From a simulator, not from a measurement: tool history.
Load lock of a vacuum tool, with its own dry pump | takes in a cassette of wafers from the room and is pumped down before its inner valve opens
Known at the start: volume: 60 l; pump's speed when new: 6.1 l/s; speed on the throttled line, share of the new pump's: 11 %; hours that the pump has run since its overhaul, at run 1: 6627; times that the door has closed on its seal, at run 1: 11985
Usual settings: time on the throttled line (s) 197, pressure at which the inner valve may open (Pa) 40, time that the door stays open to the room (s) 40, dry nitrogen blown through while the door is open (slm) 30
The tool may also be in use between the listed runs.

run	hour	time on the throttled line (s)	pressure at which the inner valve may open (Pa)	time that the door stays open to the room (s)	dry nitrogen blown through while the door is open (slm)	hours that the pump has run since its overhaul	times that the door has closed on its seal	incoming humidity of the room's air, %	time from the closed door until the inner valve may open (s)	rise of the pressure with all valves shut (Pa/min)
1	0	197	40	40	30	6627	11985	46.3	256.3	0.254
2	153.2	197	40	40	13	6781	12287	47.6	257.4	0.268
3	318.6	197	51	40	30	6946	12612	43.7	252.4	0.273
4	459.6	197	47	40	30	7087	12890	45.9	259.1	0.281
5	550.1	197	47	40	21	7178	13068	44.2	253.5	0.284
6	684.4	197	47	40	21	7312	13332	44.1	253.5	0.303
7	783.5	197	47	40	21	7411	13527	48.3	261	0.304
8	879.8	197	52	96	21	7507	13717	46	255.2	0.327
9	1000.3	197	68	69	21	7628	13954	45.4	254	0.317
10	1100.9	172	32	48	30	7728	14152	46.3	241.5	0.326
11	1252.8	184	32	49	4	7880	14451	44.5	250.5	0.355

Measured less the same run without the tool's hidden state. The same run-to-run variation is in both; the gauge's scatter may not be:
The hidden state here: pump's speed, % of a new pump's; leak at the door's seal, Pa l/s; drift of the gauge itself on ready_s, %; drift of the gauge itself on rise_pa_min, %.
run	time from the closed door until the inner valve may open (s)	rise of the pressure with all valves shut (Pa/min)
1	+4.3	+0.225
2	+4.4	+0.232
3	+4.2	+0.246
4	+4.5	+0.256
5	+4.4	+0.26
6	+4.6	+0.269
7	+4.8	+0.272
8	+4.6	+0.272
9	+4.5	+0.28
10	+5.6	+0.295
11	+5.4	+0.3
